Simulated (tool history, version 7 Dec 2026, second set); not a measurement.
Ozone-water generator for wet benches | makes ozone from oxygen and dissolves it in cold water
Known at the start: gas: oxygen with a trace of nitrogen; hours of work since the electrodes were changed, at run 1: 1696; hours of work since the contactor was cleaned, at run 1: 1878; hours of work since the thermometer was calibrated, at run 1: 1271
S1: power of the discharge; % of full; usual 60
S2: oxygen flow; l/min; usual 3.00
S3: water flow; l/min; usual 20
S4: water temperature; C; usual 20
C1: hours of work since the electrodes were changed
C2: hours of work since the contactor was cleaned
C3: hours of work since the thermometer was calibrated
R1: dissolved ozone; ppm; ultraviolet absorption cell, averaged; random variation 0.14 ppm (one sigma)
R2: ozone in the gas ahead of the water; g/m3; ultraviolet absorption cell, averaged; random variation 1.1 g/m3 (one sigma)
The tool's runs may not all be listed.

run 1 hour=0.0 | S1=60 S2=3.00 S3=20 S4=20 | C1=1696 C2=1878 C3=1271 | R1=14.7 R2=198.5
run 2 hour=34.1 | S1=60 S2=3.00 S3=20 S4=20 | C1=1717 C2=1899 C3=1292 | R1=14.6 R2=199.5
run 3 hour=99.4 | S1=60 S2=3.00 S3=20 S4=20 | C1=1756 C2=1938 C3=1331 | R1=14.7 R2=199.2
run 4 hour=146.9 | S1=60 S2=3.00 S3=20 S4=20 | C1=1785 C2=1967 C3=1360 | R1=14.8 R2=199.0
run 5 hour=192.9 | S1=60 S2=3.00 S3=20 S4=14 | C1=1813 C2=1995 C3=1388 | R1=15.5 R2=196.8
run 6 hour=226.7 | S1=60 S2=3.00 S3=20 S4=14 | C1=1833 C2=2015 C3=1408 | R1=15.7 R2=197.0
run 7 hour=295.6 | S1=60 S2=3.00 S3=18 S4=14 | C1=1875 C2=2057 C3=1450 | R1=17.5 R2=196.7
run 8 hour=364.7 | S1=60 S2=2.76 S3=18 S4=14 | C1=1916 C2=2098 C3=1491 | R1=16.9 R2=204.4
run 9 hour=397.0 | S1=78 S2=4.17 S3=14 S4=28 | C1=1936 C2=2118 C3=1511 | R1=21.9 R2=205.2
run 10 hour=446.3 | S1=47 S2=3.32 S3=14 S4=21 | C1=1965 C2=2148 C3=1541 | R1=17.5 R2=162.7
run 11 hour=496.4 | S1=46 S2=2.03 S3=16 S4=24 | C1=1996 C2=2178 C3=1571 | R1=13.3 R2=196.6
-- hour=503.9 water thermometer calibrated
run 12 hour=537.9 | S1=46 S2=2.03 S3=16 S4=24 | C1=2020 C2=2203 C3=21 | R1=13.2 R2=196.2
run 13 hour=579.1 | S1=56 S2=2.26 S3=30 S4=20 | C1=2045 C2=2227 C3=45 | R1=8.3 R2=211.8
run 14 hour=630.0 | S1=55 S2=2.26 S3=30 S4=20 | C1=2076 C2=2258 C3=76 | R1=8.1 R2=207.5

Run 15 comes next. What will it give?
run 15 hour=669.7 | S1=56 S2=3.00 S3=20 S4=20 | C1=2100 C2=2282 C3=100 | R1=? R2=?

R1: 14.0 ppm
R2: 185.9 g/m3
Without the tool's hidden state the same run would have given R1 15.1 ppm, R2 194.2 g/m3.
